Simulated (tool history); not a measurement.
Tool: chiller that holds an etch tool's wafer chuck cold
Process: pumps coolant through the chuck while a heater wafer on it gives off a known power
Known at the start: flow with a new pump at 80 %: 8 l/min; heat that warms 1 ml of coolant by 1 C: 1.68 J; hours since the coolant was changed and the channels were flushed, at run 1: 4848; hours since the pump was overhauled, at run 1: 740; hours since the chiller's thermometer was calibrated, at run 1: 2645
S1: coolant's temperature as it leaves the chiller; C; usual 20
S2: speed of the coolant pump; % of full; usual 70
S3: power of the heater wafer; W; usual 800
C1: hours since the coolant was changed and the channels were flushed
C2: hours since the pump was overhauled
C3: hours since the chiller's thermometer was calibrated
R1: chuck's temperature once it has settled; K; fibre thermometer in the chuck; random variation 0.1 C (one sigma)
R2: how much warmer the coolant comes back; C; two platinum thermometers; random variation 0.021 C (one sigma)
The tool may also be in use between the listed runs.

run	hour	S1	S2	S3	C1	C2	C3	R1	R2
1	0	20	70	800	4848	740	2645	299.95	4.12
2	33.1	20	70	800	4881	773	2678	299.85	4.15
3	71.9	20	70	800	4920	812	2717	300.05	4.14
4	104.5	20	84	800	4953	845	2750	299.25	3.4
5	139.1	20	84	800	4987	879	2784	299.15	3.41
6	174.2	12	70	800	5023	915	2819	292.05	4.14
7	192.2	12	70	800	5040	933	2837	291.75	4.13
8	232.7	12	70	800	5081	973	2878	291.95	4.15
9	255	12	70	895	5103	995	2900	292.75	4.64
10	287.3	12	77	895	5136	1028	2932	292.45	4.16
# hour 308.2: chiller's thermometer calibrated
11	322.6	12	77	895	5170	1062	14	292.25	4.17
12	351.7	12	77	895	5199	1091	44	292.35	4.17
13	372.2	12	77	895	5220	1112	64	292.35	4.18

The next listed run, before its measurement:
14	409	20	61	1190	5256	1148	101	?	?

{"run 14": {"R1": 304.35, "R2": 7.19}}
Without the tool's hidden state the same run would have given R1 304.35 K, R2 7.19 C.
